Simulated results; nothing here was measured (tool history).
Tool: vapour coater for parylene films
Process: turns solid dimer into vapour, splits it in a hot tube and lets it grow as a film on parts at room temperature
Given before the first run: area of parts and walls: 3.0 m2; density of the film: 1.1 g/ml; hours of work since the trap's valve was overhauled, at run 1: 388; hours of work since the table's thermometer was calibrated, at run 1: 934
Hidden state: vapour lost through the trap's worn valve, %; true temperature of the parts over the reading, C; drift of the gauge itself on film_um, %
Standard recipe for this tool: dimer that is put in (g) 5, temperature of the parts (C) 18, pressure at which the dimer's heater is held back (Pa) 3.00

| run | hour | dimer that is put in (g) | temperature of the parts (C) | pressure at which the dimer's heater is held back (Pa) | hours of work since the trap's valve was overhauled | hours of work since the table's thermometer was calibrated | thickness of the film (um) |
|---|---|---|---|---|---|---|---|
| 1 | 0.0 | 5 | 18 | 3.00 | 388 | 934 | 0.80 |
|  | 8.8 | trap's valve overhauled |
| 2 | 35.6 | 5 | 18 | 3.00 | 21 | 959 | 0.87 |
| 3 | 56.1 | 5 | 18 | 3.00 | 37 | 975 | 0.86 |
| 4 | 80.9 | 5 | 18 | 3.00 | 57 | 995 | 0.87 |
| 5 | 108.2 | 5 | 18 | 3.00 | 79 | 1016 | 0.87 |
| 6 | 131.0 | 5 | 18 | 3.00 | 97 | 1034 | 0.86 |
| 7 | 161.0 | 5 | 18 | 3.00 | 120 | 1058 | 0.85 |
| 8 | 179.7 | 5 | 18 | 3.00 | 135 | 1073 | 0.85 |
| 9 | 203.8 | 5 | 19 | 3.00 | 154 | 1092 | 0.83 |
| 10 | 233.5 | 5 | 19 | 3.00 | 178 | 1115 | 0.82 |
| 11 | 250.4 | 3 | 18 | 3.00 | 191 | 1129 | 0.50 |
| 12 | 276.7 | 3 | 18 | 3.00 | 212 | 1150 | 0.52 |
| 13 | 308.6 | 3 | 18 | 3.00 | 237 | 1175 | 0.52 |
| 14 | 334.1 | 3 | 18 | 3.00 | 257 | 1195 | 0.51 |
| 15 | 359.0 | 3 | 18 | 3.00 | 277 | 1215 | 0.51 |
| 16 | 379.3 | 3 | 18 | 3.00 | 293 | 1231 | 0.51 |
| 17 | 404.9 | 3 | 18 | 3.00 | 313 | 1251 | 0.49 |
| 18 | 420.5 | 3 | 18 | 3.00 | 325 | 1263 | 0.49 |
| 19 | 440.2 | 5 | 18 | 3.00 | 341 | 1279 | 0.82 |
| 20 | 471.3 | 5 | 18 | 2.92 | 365 | 1303 | 0.81 |
| 21 | 489.0 | 5 | 18 | 3.00 | 379 | 1317 | 0.82 |
| 22 | 504.1 | 7 | 18 | 3.00 | 391 | 1329 | 1.12 |
|  | 510.0 | trap's valve overhauled |
| 23 | 528.8 | 5 | 18 | 3.75 | 15 | 1346 | 0.83 |
| 24 | 556.3 | 5 | 18 | 3.75 | 37 | 1367 | 0.83 |
| 25 | 575.1 | 8 | 18 | 4.16 | 52 | 1382 | 1.32 |
| 26 | 598.6 | 3 | 23 | 3.00 | 70 | 1401 | 0.44 |
| 27 | 622.4 | 3 | 23 | 3.00 | 89 | 1420 | 0.42 |
| 28 | 645.9 | 3 | 23 | 3.00 | 107 | 1438 | 0.42 |
| 29 | 677.5 | 3 | 18 | 9.78 | 132 | 1463 | 0.43 |
| 30 | 704.7 | 3 | 18 | 9.78 | 154 | 1485 | 0.40 |
| 31 | 736.4 | 3 | 18 | 9.78 | 179 | 1510 | 0.42 |
| 32 | 750.5 | 3 | 18 | 9.78 | 190 | 1521 | 0.44 |
| 33 | 776.2 | 2 | 12 | 6.06 | 210 | 1541 | 0.39 |
| 34 | 803.8 | 2 | 12 | 6.06 | 232 | 1563 | 0.36 |
| 35 | 822.9 | 2 | 12 | 6.06 | 247 | 1578 | 0.38 |
| 36 | 836.1 | 2 | 12 | 6.06 | 258 | 1589 | 0.38 |
| 37 | 855.4 | 5 | 19 | 3.00 | 273 | 1604 | 0.80 |
| 38 | 877.0 | 5 | 19 | 3.00 | 290 | 1621 | 0.80 |
| 39 | 898.4 | 5 | 28 | 10.54 | 307 | 1638 | 0.47 |
| 40 | 929.8 | 2 | 28 | 9.14 | 332 | 1663 | 0.18 |
| 41 | 961.7 | 5 | 12 | 3.00 | 357 | 1688 | 1.03 |
| 42 | 989.2 | 3 | 23 | 2.10 | 379 | 1710 | 0.42 |
| 43 | 1003.5 | 4 | 18 | 2.10 | 390 | 1721 | 0.67 |
|  | 1011.8 | trap's valve overhauled |
| 44 | 1035.0 | 4 | 18 | 2.10 | 18 | 1743 | 0.73 |
| 45 | 1052.4 | 2 | 14 | 6.51 | 32 | 1756 | 0.36 |
| 46 | 1083.2 | 2 | 14 | 6.51 | 56 | 1781 | 0.38 |

Alternative continuations, all from the tool just after run 46; predict every row:
| A | 1110.3 | 4 | 19 | 3.00 | 78 | 1802 | ? |
| B | 1110.3 | 5 | 19 | 2.59 | 78 | 1802 | ? |
| C | 1110.3 | 5 | 18 | 3.00 | 78 | 1802 | ? |
| D | 1110.3 | 4 | 19 | 4.36 | 78 | 1802 | ? |

| run | thickness of the film (um) |
|---|---|
| A | 0.63 |
| B | 0.83 |
| C | 0.85 |
| D | 0.63 |
Take away the tool's hidden state, keep each run's random variation, and the runs would have read:
| run | thickness of the film (um) |
|---|---|
| A | 0.68 |
| B | 0.90 |
| C | 0.92 |
| D | 0.68 |
